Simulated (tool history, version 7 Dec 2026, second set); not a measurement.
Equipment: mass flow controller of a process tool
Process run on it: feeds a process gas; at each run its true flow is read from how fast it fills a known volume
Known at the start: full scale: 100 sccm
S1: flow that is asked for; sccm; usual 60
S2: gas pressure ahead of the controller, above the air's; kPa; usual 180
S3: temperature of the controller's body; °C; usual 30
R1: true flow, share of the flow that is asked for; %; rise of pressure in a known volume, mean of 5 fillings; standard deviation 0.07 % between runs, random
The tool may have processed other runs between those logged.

run	day	S1	S2	S3	R1
1	0.000	60	180	30	98.79
2	3.554	60	180	30	98.87
3	5.571	60	180	30	98.81
4	8.746	60	180	30	98.96
5	11.233	60	143	30	98.63
6	13.788	60	180	30	98.82
7	15.404	60	180	30	98.91
8	19.025	60	180	30	98.87
9	21.992	60	180	30	98.83
10	24.667	60	180	30	98.94
11	28.012	60	180	30	98.87
12	31.100	60	180	30	98.90
13	32.904	86	180	30	99.22
14	34.546	86	180	30	99.33
15	38.021	86	180	30	99.24
16	40.004	86	180	30	99.24
17	41.733	60	161	37	98.30
18	43.829	18	244	35	99.10
19	45.862	18	244	35	99.14
20	49.442	65	180	35	98.50
21	52.321	65	180	35	98.48
22	55.358	65	180	35	98.64
23	58.717	60	180	25	99.24
24	61.288	60	180	24	99.30
25	63.738	60	180	24	99.24
26	66.400	22	180	33	98.75
27	69.442	60	165	28	98.95
28	72.058	73	271	30	99.72
29	73.625	73	271	30	99.51

Some steps in R1, run to run, broken into two amounts with sign: the step expected even without the hidden condition (settings, incoming material, random variation), and the rest, left for the hidden condition together with whatever gauge scatter is not in both the measured and the hidden-condition-free result:
Hidden conditions of the tool in this case: flow at rest that the sensor doesn't see, % of full scale; true flow over the shown one, %; drift of the gauge itself on true_pct, %.
Run 16 -> 17: S1 86 -> 60, S2 180 -> 161, S3 30 -> 37. R1 -0.94 %: hidden state +0.12, all else -1.06.
Run 17 -> 18: S1 60 -> 18, S2 161 -> 244, S3 37 -> 35. R1 +0.80 %: hidden state +0.91, all else -0.11.
Run 19 -> 20: S1 18 -> 65, S2 244 -> 180. R1 -0.64 %: hidden state -0.95, all else +0.31.

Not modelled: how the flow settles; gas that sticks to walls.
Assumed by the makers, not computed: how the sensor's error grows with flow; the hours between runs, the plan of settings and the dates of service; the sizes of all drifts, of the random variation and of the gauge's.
